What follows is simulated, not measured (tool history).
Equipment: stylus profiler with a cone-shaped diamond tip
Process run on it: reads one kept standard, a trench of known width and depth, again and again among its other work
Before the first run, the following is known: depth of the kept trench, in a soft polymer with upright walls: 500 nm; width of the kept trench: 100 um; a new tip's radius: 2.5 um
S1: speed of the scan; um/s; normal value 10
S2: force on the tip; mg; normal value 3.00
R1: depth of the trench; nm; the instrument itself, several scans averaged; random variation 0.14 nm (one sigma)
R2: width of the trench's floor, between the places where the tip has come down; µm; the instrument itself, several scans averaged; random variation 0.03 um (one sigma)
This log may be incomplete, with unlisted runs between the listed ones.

run	hour	S1	S2	R1	R2
1	0.0	10	3.00	504.12	96.98
2	41.5	10	3.00	503.99	96.89
3	68.8	10	3.00	504.40	96.91
4	108.9	10	3.00	504.43	96.93
5	140.1	10	3.00	504.02	96.88
6	178.7	10	3.00	503.95	96.86
7	199.0	14	3.00	503.97	96.87
8	231.7	14	3.00	504.19	96.90
9	257.0	14	3.00	504.16	96.95
10	284.0	14	3.00	504.04	96.80
# hour 287.9: height scale calibrated on a step standard
11	322.4	14	3.00	504.13	96.89
12	343.7	10	3.00	503.65	96.90
13	381.1	10	3.00	503.74	96.84
14	409.5	10	3.00	503.91	96.76
# hour 415.5: height scale calibrated on a step standard, once more
15	444.0	10	3.00	504.61	96.91
16	472.0	10	2.36	503.71	96.88
17	498.0	6	1.68	502.71	96.81
18	517.3	21	7.69	508.34	96.81
19	536.7	10	2.41	503.97	96.82
20	566.6	10	2.41	503.67	96.82
21	599.3	8	1.24	502.20	96.78
22	639.6	6	3.49	504.89	96.88
23	680.6	5	1.10	502.37	96.88
24	707.2	7	8.32	508.88	96.86
25	725.2	9	7.37	508.04	96.87
26	758.5	20	8.67	509.13	96.75
27	782.6	2	1.68	502.75	96.85

What will run 28 give?
28	811.2	2	3.36	?	?

Logged for run 28: R1 504.73 nm, R2 96.88 µm.
The same run, on a tool lacking any hidden state, would have yielded R1 505.06 nm, R2 97.01 µm.

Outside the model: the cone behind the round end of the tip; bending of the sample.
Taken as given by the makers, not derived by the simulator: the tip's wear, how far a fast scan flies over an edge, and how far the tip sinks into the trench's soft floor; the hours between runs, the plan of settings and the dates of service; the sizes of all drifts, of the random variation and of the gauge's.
